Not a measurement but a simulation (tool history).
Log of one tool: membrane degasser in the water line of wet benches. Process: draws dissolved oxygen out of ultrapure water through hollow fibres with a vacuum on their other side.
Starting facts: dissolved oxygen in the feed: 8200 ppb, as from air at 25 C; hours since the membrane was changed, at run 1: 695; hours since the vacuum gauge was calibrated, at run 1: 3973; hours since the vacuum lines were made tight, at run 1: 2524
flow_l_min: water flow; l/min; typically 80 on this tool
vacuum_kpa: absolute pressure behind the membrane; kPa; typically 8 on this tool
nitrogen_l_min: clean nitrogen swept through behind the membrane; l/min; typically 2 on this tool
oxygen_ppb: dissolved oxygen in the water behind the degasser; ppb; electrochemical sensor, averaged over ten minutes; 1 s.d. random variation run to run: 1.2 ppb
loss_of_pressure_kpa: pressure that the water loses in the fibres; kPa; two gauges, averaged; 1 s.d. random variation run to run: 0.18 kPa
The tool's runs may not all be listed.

| run | hour | flow_l_min | vacuum_kpa | nitrogen_l_min | hours since the membrane was changed | hours since the vacuum gauge was calibrated | hours since the vacuum lines were made tight | oxygen_ppb | loss_of_pressure_kpa |
|---|---|---|---|---|---|---|---|---|---|
| 1 | 0 | 80 | 8 | 2 | 695 | 3973 | 2524 | 378.8 | 30.82 |
| 2 | 19.4 | 80 | 8 | 2 | 714 | 3993 | 2543 | 377.5 | 30.84 |
| 3 | 60.6 | 80 | 8 | 2 | 756 | 4034 | 2584 | 376.9 | 30.88 |
| 4 | 87.7 | 80 | 8 | 2 | 783 | 4061 | 2611 | 380.3 | 30.72 |
| 5 | 128.1 | 78 | 8 | 2 | 823 | 4101 | 2652 | 372.9 | 29.87 |
| 6 | 171.6 | 78 | 8 | 2 | 867 | 4145 | 2695 | 371.6 | 29.82 |
| 7 | 213.4 | 80 | 8 | 2 | 908 | 4187 | 2737 | 381.3 | 31.03 |
| 8 | 238.2 | 49 | 8 | 2 | 933 | 4211 | 2762 | 254.4 | 19.09 |
| 9 | 263.2 | 49 | 8 | 2 | 958 | 4236 | 2787 | 253.1 | 18.91 |
| 10 | 301.2 | 49 | 8 | 2 | 996 | 4274 | 2825 | 253.2 | 18.86 |
| 11 | 339 | 80 | 7.42 | 2 | 1034 | 4312 | 2863 | 336.1 | 30.79 |
| 12 | 379.3 | 80 | 7.42 | 2 | 1074 | 4353 | 2903 | 336.3 | 30.79 |
| 13 | 424.2 | 80 | 8 | 2 | 1119 | 4398 | 2948 | 377.9 | 30.62 |
| 14 | 467.2 | 80 | 8 | 2 | 1162 | 4440 | 2991 | 381.1 | 30.87 |
| 15 | 491.3 | 80 | 8 | 2 | 1186 | 4465 | 3015 | 381.3 | 30.75 |
| 16 | 514.7 | 80 | 8 | 2 | 1210 | 4488 | 3038 | 380.4 | 30.72 |
| 17 | 549.9 | 87 | 8 | 5.08 | 1245 | 4523 | 3074 | 189.9 | 33.89 |
| 18 | 577.2 | 95 | 7.15 | 2 | 1272 | 4551 | 3101 | 361.3 | 36.9 |
| 19 | 620.2 | 95 | 7.15 | 2 | 1315 | 4593 | 3144 | 362.6 | 36.61 |
| 20 | 651.9 | 104 | 7.15 | 1.77 | 1347 | 4625 | 3176 | 425.4 | 40.09 |
| 21 | 693.6 | 104 | 8.66 | 4.69 | 1389 | 4667 | 3217 | 274.1 | 39.99 |
| 22 | 732.2 | 62 | 15.47 | 1.41 | 1427 | 4705 | 3256 | 969.5 | 23.54 |
| 23 | 765.1 | 51 | 6.54 | 1.18 | 1460 | 4738 | 3289 | 285.6 | 19.93 |
|  | 776.4 | seals of the vacuum lines changed |
| 24 | 789.1 | 72 | 19.05 | 5.03 | 1482 | 4760 | 13 | 498.1 | 27.97 |
| 25 | 813.5 | 85 | 11.81 | 4.34 | 1506 | 4785 | 37 | 369.1 | 32.98 |
| 26 | 833.8 | 112 | 8 | 2 | 1527 | 4805 | 57 | 496.5 | 43.56 |
| 27 | 862.2 | 119 | 8.6 | 3.55 | 1555 | 4833 | 86 | 379.6 | 45.56 |
| 28 | 889.1 | 72 | 12.44 | 3.93 | 1582 | 4860 | 113 | 370.4 | 27.47 |
| 29 | 924.1 | 72 | 12.44 | 3.93 | 1617 | 4895 | 148 | 371.3 | 27.72 |
| 30 | 968.3 | 72 | 12.44 | 3.93 | 1661 | 4940 | 192 | 370.9 | 27.49 |
| 31 | 998.6 | 72 | 10.09 | 3.93 | 1692 | 4970 | 222 | 280.2 | 27.73 |
| 32 | 1035.1 | 72 | 10.09 | 3.93 | 1728 | 5006 | 259 | 279.7 | 27.92 |

Table of differences, measured result less the result of that run with no hidden state. Run-to-run variation is the same in both. Gauge scatter possibly is not:
The tool's hidden condition here consists of: membrane still open, %; true pressure behind the membrane over the reading, kPa; air that leaks in behind the membrane, l/min; drift of the gauge itself on oxygen_ppb, %; drift of the gauge itself on loss_of_pressure_kpa, %.
| run | oxygen_ppb | loss_of_pressure_kpa |
|---|---|---|
| 1 | +4.9 | +0.13 |
| 2 | +4.9 | +0.15 |
| 3 | +5 | +0.15 |
| 4 | +5.1 | +0.16 |
| 5 | +5.1 | +0.16 |
| 6 | +5.2 | +0.17 |
| 7 | +5.3 | +0.18 |
| 8 | +4.1 | +0.11 |
| 9 | +4.2 | +0.11 |
| 10 | +4.2 | +0.12 |
| 11 | +5.6 | +0.2 |
| 12 | +5.7 | +0.21 |
| 13 | +5.7 | +0.21 |
| 14 | +5.8 | +0.23 |
| 15 | +5.9 | +0.22 |
| 16 | +5.9 | +0.23 |
| 17 | +3.5 | +0.26 |
| 18 | +6.8 | +0.3 |
| 19 | +6.9 | +0.3 |
| 20 | +7.9 | +0.34 |
| 21 | +4.7 | +0.35 |
| 22 | +6.2 | +0.21 |
| 23 | +6.6 | +0.18 |
| 24 | +2.7 | +0.26 |
| 25 | +3.6 | +0.31 |
| 26 | +8.5 | +0.41 |
| 27 | +6.2 | +0.45 |
| 28 | +3.5 | +0.27 |
| 29 | +3.5 | +0.28 |
| 30 | +3.5 | +0.28 |
| 31 | +3.7 | +0.29 |
| 32 | +3.7 | +0.3 |
